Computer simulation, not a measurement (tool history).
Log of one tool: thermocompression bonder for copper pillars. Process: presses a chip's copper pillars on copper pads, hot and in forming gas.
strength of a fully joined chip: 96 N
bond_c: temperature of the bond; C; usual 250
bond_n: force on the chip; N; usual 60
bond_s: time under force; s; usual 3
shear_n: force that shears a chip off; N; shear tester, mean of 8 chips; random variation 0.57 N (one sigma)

run	hour	bond_c	bond_n	bond_s	shear_n
1	0.0	250	60	3	45.1
2	19.9	250	60	3	45.1
3	45.9	250	60	3	44.6
4	70.2	250	60	3	45.3
5	85.5	250	60	3	45.0
# hour 90.5: heater calibrated with a thermocouple chip
6	102.2	250	60	3	45.3
7	134.8	250	60	3	43.9
8	163.2	250	70	2	41.1
9	196.6	250	70	2	40.8
10	227.3	250	70	2	41.5

Forecast each of these 5 alternatives for the next run:
# hour 247.4: heater calibrated with a thermocouple chip, once more
A	259.1	273	49	2	?
# hour 247.4: heater calibrated with a thermocouple chip, once more
B	259.1	223	85	2	?
# hour 247.4: heater calibrated with a thermocouple chip, once more
C	259.1	257	86	3	?
# hour 247.4: heater calibrated with a thermocouple chip, once more
D	259.1	269	60	3	?
# hour 247.4: heater calibrated with a thermocouple chip, once more
E	259.1	275	60	5	?

run	shear_n
A	41.2
B	35.6
C	53.9
D	50.1
E	63.0
Without the tool's hidden state the same runs would have given:
run	shear_n
A	44.6
B	38.5
C	58.3
D	54.2
E	67.9

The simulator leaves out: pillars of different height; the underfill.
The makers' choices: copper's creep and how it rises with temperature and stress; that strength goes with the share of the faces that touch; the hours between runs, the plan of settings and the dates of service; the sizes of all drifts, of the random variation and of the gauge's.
